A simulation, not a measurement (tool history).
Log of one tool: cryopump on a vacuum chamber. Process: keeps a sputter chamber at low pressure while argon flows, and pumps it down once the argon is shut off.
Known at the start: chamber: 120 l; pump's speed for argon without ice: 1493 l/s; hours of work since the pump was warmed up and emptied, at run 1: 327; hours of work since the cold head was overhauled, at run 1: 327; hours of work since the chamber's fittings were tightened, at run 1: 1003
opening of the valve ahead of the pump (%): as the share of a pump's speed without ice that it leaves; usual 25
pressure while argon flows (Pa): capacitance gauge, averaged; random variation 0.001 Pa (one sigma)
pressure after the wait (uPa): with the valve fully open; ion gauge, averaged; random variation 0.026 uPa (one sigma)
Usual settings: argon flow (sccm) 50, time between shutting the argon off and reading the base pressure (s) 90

| run | hour | argon flow (sccm) | time between shutting the argon off and reading the base pressure (s) | opening of the valve ahead of the pump (%) | hours of work since the pump was warmed up and emptied | hours of work since the cold head was overhauled | hours of work since the chamber's fittings were tightened | pressure while argon flows (Pa) | pressure after the wait (uPa) |
|---|---|---|---|---|---|---|---|---|---|
| 1 | 0.0 | 50 | 90 | 25 | 327 | 327 | 1003 | 0.2294 | 1.52 |
| 2 | 12.7 | 47 | 90 | 25 | 333 | 333 | 1008 | 0.2160 | 1.58 |
| 3 | 41.7 | 50 | 90 | 25 | 345 | 345 | 1021 | 0.2293 | 1.57 |
| 4 | 61.2 | 50 | 90 | 25 | 354 | 354 | 1030 | 0.2290 | 1.61 |
| 5 | 89.9 | 50 | 90 | 25 | 367 | 367 | 1042 | 0.2301 | 1.57 |
| 6 | 103.5 | 50 | 90 | 25 | 373 | 373 | 1048 | 0.2312 | 1.61 |
| 7 | 125.7 | 50 | 90 | 25 | 383 | 383 | 1058 | 0.2308 | 1.61 |
| 8 | 152.5 | 50 | 90 | 56 | 394 | 394 | 1070 | 0.1050 | 1.59 |
| 9 | 171.7 | 50 | 90 | 56 | 403 | 403 | 1078 | 0.1055 | 1.63 |
| 10 | 190.8 | 77 | 90 | 25 | 411 | 411 | 1087 | 0.3569 | 1.54 |
| 11 | 208.5 | 50 | 65 | 25 | 419 | 419 | 1095 | 0.2299 | 1.94 |
| 12 | 232.4 | 50 | 90 | 25 | 430 | 430 | 1105 | 0.2307 | 1.61 |
| 13 | 252.3 | 50 | 90 | 25 | 438 | 438 | 1114 | 0.2303 | 1.68 |
| 14 | 274.8 | 50 | 90 | 25 | 448 | 448 | 1124 | 0.2312 | 1.68 |
| 15 | 288.9 | 27 | 61 | 25 | 455 | 455 | 1130 | 0.1259 | 2.08 |
| 16 | 317.1 | 26 | 115 | 25 | 467 | 467 | 1143 | 0.1194 | 1.45 |
| 17 | 334.4 | 50 | 228 | 25 | 475 | 475 | 1150 | 0.2295 | 1.13 |
| 18 | 359.5 | 50 | 228 | 25 | 486 | 486 | 1161 | 0.2295 | 1.13 |
| 19 | 375.6 | 50 | 228 | 25 | 493 | 493 | 1168 | 0.2311 | 1.11 |
| 20 | 401.3 | 46 | 199 | 23 | 504 | 504 | 1180 | 0.2303 | 1.15 |
| 21 | 425.2 | 46 | 199 | 23 | 515 | 515 | 1190 | 0.2293 | 1.19 |
| 22 | 440.7 | 92 | 32 | 29 | 522 | 522 | 1197 | 0.3696 | 3.23 |
| 23 | 461.8 | 92 | 32 | 29 | 531 | 531 | 1206 | 0.3671 | 3.31 |
| 24 | 490.6 | 92 | 32 | 29 | 544 | 544 | 1219 | 0.3707 | 3.37 |
| 25 | 503.6 | 50 | 152 | 40 | 549 | 549 | 1225 | 0.1466 | 1.35 |

The next listed run, before its measurement:
| 26 | 520.0 | 74 | 152 | 40 | 557 | 557 | 1232 | ? | ? |

pressure while argon flows (Pa): 0.2172
pressure after the wait (uPa): 1.35
Without the tool's hidden state the same run would have given pressure while argon flows (Pa) 0.2094, pressure after the wait (uPa) 0.75.

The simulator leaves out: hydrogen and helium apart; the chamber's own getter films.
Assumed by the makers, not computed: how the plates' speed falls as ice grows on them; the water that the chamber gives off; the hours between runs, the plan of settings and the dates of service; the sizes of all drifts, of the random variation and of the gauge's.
